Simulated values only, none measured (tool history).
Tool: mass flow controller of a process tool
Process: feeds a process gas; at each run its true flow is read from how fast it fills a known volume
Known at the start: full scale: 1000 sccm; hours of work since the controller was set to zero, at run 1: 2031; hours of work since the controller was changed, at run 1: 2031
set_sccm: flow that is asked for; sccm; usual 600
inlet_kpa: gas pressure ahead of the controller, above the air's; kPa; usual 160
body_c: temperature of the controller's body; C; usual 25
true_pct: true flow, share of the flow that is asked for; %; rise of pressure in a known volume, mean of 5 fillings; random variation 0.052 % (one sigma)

run,hour,set_sccm,inlet_kpa,body_c,hours of work since the controller was set to zero,hours of work since the controller was changed,true_pct
1,0,600,160,25,2031,2031,99.97
2,125.8,600,160,25,2116,2116,100.04
3,189,600,160,25,2158,2158,99.99
4,313.7,600,160,25,2242,2242,100.01
5,450.1,600,191,25,2334,2334,99.86
6,548.2,901,160,25,2400,2400,100.35
7,632.1,901,160,25,2456,2456,100.24
8,764.5,901,160,25,2546,2546,100.28
9,881.6,600,160,25,2624,2624,100.26
10,999.2,600,160,25,2704,2704,100.11
11,1148.4,600,160,25,2804,2804,100.1
12,1270,600,160,40,2886,2886,98.81
13,1393.6,600,160,40,2969,2969,98.83
14,1494.4,600,160,34,3037,3037,99.44
15,1620.6,600,160,25,3122,3122,100.29
16,1699.7,600,160,25,3175,3175,100.36
17,1842,600,160,25,3271,3271,100.25
18,1902.7,600,160,25,3312,3312,100.35
19,2004.7,600,160,25,3380,3380,100.28
20,2087,600,160,23,3436,3436,100.56
21,2220,600,160,25,3525,3525,100.45
22,2312.1,600,160,25,3587,3587,100.5
23,2444.9,600,160,25,3677,3677,100.56
24,2527.3,600,160,25,3732,3732,100.53
25,2657.5,600,160,25,3820,3820,100.51
26,2769.9,600,151,25,3896,3896,100.58
27,2895.7,317,256,25,3980,3980,99.79
28,2962.2,317,152,25,4025,4025,100.4
29,3099.3,600,225,31,4117,4117,99.64
# hour 3110.5: gauge calibrated
30,3215.7,686,249,36,4196,4196,98.42
31,3336.3,174,243,34,4277,4277,98.24
32,3404.8,196,232,26,4323,4323,99.18
33,3506,255,184,26,4391,4391,99.47
34,3646.6,903,221,22,4486,4486,100.24
35,3737.8,364,149,25,4547,4547,100.03
36,3861.8,364,149,25,4631,4631,99.96
37,3987.9,364,149,25,4716,4716,100.02
38,4058.4,364,149,25,4763,4763,99.98
39,4202.8,121,149,25,4860,4860,99.89
40,4297.3,131,149,30,4924,4924,99.42
41,4411.6,242,210,29,5001,5001,99.33
42,4535.2,170,210,29,5084,5084,99.24
43,4675,141,178,24,5178,5178,100.01
44,4814,806,232,31,5272,5272,99.3
45,4948.2,600,236,25,5362,5362,99.77
46,5060.4,600,274,25,5438,5438,99.57

4 ways to go on from here, each from the tool as it stands after run 46. What would each give?
A,5162.8,836,173,27,5506,5506,?
B,5162.8,283,249,25,5506,5506,?
C,5162.8,600,160,25,5506,5506,?
D,5162.8,410,156,30,5506,5506,?

run,true_pct
A,100.36
B,99.53
C,100.46
D,99.78
Without the tool's hidden state the same runs would have given:
run,true_pct
A,99.97
B,99.13
C,100.07
D,99.38

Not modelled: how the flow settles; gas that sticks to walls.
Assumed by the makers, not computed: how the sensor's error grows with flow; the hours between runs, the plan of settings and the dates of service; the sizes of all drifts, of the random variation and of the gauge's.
